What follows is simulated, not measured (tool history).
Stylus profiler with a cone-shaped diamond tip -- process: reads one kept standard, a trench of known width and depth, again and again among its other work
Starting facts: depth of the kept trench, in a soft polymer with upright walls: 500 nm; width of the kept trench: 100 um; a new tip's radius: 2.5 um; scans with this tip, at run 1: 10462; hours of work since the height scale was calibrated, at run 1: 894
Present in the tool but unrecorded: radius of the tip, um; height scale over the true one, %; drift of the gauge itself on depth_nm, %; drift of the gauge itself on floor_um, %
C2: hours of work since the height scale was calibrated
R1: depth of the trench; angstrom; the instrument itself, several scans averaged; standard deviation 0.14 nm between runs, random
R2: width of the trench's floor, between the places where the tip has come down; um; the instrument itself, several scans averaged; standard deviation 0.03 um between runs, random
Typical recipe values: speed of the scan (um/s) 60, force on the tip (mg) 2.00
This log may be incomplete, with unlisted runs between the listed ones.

Run 1, hour 0.0: usual settings; scans with this tip 10462; C2 894. Result: R1 5050.7 angstrom, R2 94.70 um.
Run 2, hour 17.9: usual settings; scans with this tip 10585; C2 904. Result: R1 5046.4 angstrom, R2 94.75 um.
Run 3, hour 25.7: usual settings but speed of the scan (um/s) 24; scans with this tip 10639; C2 909. Result: R1 5049.5 angstrom, R2 94.78 um.
Run 4, hour 42.4: usual settings but speed of the scan (um/s) 24; scans with this tip 10754; C2 919. Result: R1 5047.3 angstrom, R2 94.79 um.
Run 5, hour 51.7: usual settings; scans with this tip 10817; C2 924. Result: R1 5048.0 angstrom, R2 94.68 um.
Run 6, hour 65.6: usual settings; scans with this tip 10913; C2 932. Result: R1 5048.1 angstrom, R2 94.66 um.
Run 7, hour 83.0: usual settings; scans with this tip 11033; C2 943. Result: R1 5048.7 angstrom, R2 94.65 um.
Run 8, hour 94.2: usual settings but speed of the scan (um/s) 231; scans with this tip 11111; C2 949. Result: R1 5047.2 angstrom, R2 94.30 um.
At hour 106.7: new tip fitted, height scale calibrated.
Run 9, hour 110.0: usual settings but speed of the scan (um/s) 231; scans with this tip 22; C2 2. Result: R1 5060.6 angstrom, R2 96.60 um.
Run 10, hour 124.6: usual settings but speed of the scan (um/s) 231; scans with this tip 123; C2 11. Result: R1 5059.1 angstrom, R2 96.57 um.
Run 11, hour 139.5: usual settings but speed of the scan (um/s) 231; scans with this tip 226; C2 19. Result: R1 5060.4 angstrom, R2 96.52 um.
Run 12, hour 147.4: usual settings but force on the tip (mg) 2.19; scans with this tip 280; C2 24. Result: R1 5063.4 angstrom, R2 96.90 um.
Run 13, hour 162.1: usual settings; scans with this tip 381; C2 33. Result: R1 5059.7 angstrom, R2 96.81 um.
Run 14, hour 177.4: usual settings; scans with this tip 487; C2 42. Result: R1 5060.0 angstrom, R2 96.81 um.
At hour 179.0: height scale calibrated on a step standard.
Run 15, hour 193.4: usual settings but speed of the scan (um/s) 30, force on the tip (mg) 3.32; scans with this tip 593; C2 8. Result: R1 5080.5 angstrom, R2 96.83 um.
Run 16, hour 204.2: usual settings but speed of the scan (um/s) 30, force on the tip (mg) 3.32; scans with this tip 668; C2 15. Result: R1 5083.1 angstrom, R2 96.85 um.
Run 17, hour 213.7: usual settings but speed of the scan (um/s) 30, force on the tip (mg) 3.32; scans with this tip 733; C2 20. Result: R1 5081.7 angstrom, R2 96.79 um.
Run 18, hour 223.9: usual settings but speed of the scan (um/s) 21, force on the tip (mg) 2.33; scans with this tip 804; C2 26. Result: R1 5065.4 angstrom, R2 96.80 um.
Run 19, hour 235.3: usual settings but speed of the scan (um/s) 21, force on the tip (mg) 2.33; scans with this tip 882; C2 33. Result: R1 5063.1 angstrom, R2 96.73 um.
Run 20, hour 252.3: usual settings but speed of the scan (um/s) 234, force on the tip (mg) 3.49; scans with this tip 999; C2 43. Result: R1 5087.1 angstrom, R2 96.37 um.
Run 21, hour 260.7: usual settings but speed of the scan (um/s) 133, force on the tip (mg) 3.88; scans with this tip 1057; C2 48. Result: R1 5090.3 angstrom, R2 96.56 um.
Run 22, hour 277.4: usual settings but speed of the scan (um/s) 19; scans with this tip 1172; C2 58. Result: R1 5057.2 angstrom, R2 96.70 um.
At hour 279.5: height scale calibrated on a step standard, once more.
Run 23, hour 291.4: usual settings but speed of the scan (um/s) 41, force on the tip (mg) 3.54; scans with this tip 1265; C2 7. Result: R1 5090.3 angstrom, R2 96.60 um.
Run 24, hour 306.6: usual settings but speed of the scan (um/s) 59, force on the tip (mg) 3.19; scans with this tip 1369; C2 16. Result: R1 5084.4 angstrom, R2 96.57 um.
Run 25, hour 321.5: usual settings but speed of the scan (um/s) 48, force on the tip (mg) 1.27; scans with this tip 1472; C2 25. Result: R1 5045.2 angstrom, R2 96.53 um.
Run 26, hour 332.3: usual settings but speed of the scan (um/s) 48, force on the tip (mg) 1.27; scans with this tip 1546; C2 31. Result: R1 5043.4 angstrom, R2 96.54 um.
Run 27, hour 348.4: usual settings but speed of the scan (um/s) 26, force on the tip (mg) 0.93; scans with this tip 1658; C2 41. Result: R1 5037.6 angstrom, R2 96.48 um.

3 options for the next run, each taken on its own from the tool as it stands now. Forecast them:
Run A, hour 355.9: usual settings but speed of the scan (um/s) 76, force on the tip (mg) 2.13; scans with this tip 1709; C2 45. Result: R1 ?, R2 ?.
Run B, hour 355.9: usual settings but speed of the scan (um/s) 36, force on the tip (mg) 4.08; scans with this tip 1709; C2 45. Result: R1 ?, R2 ?.
Run C, hour 355.9: usual settings but speed of the scan (um/s) 172, force on the tip (mg) 0.93; scans with this tip 1709; C2 45. Result: R1 ?, R2 ?.

run      R1     R2
  A  5059.9  96.42
  B  5097.3  96.55
  C  5037.6  96.06
Without the tool's hidden state the same runs would have given:
run      R1     R2
  A  5060.3  96.85
  B  5097.6  96.98
  C  5038.0  96.49
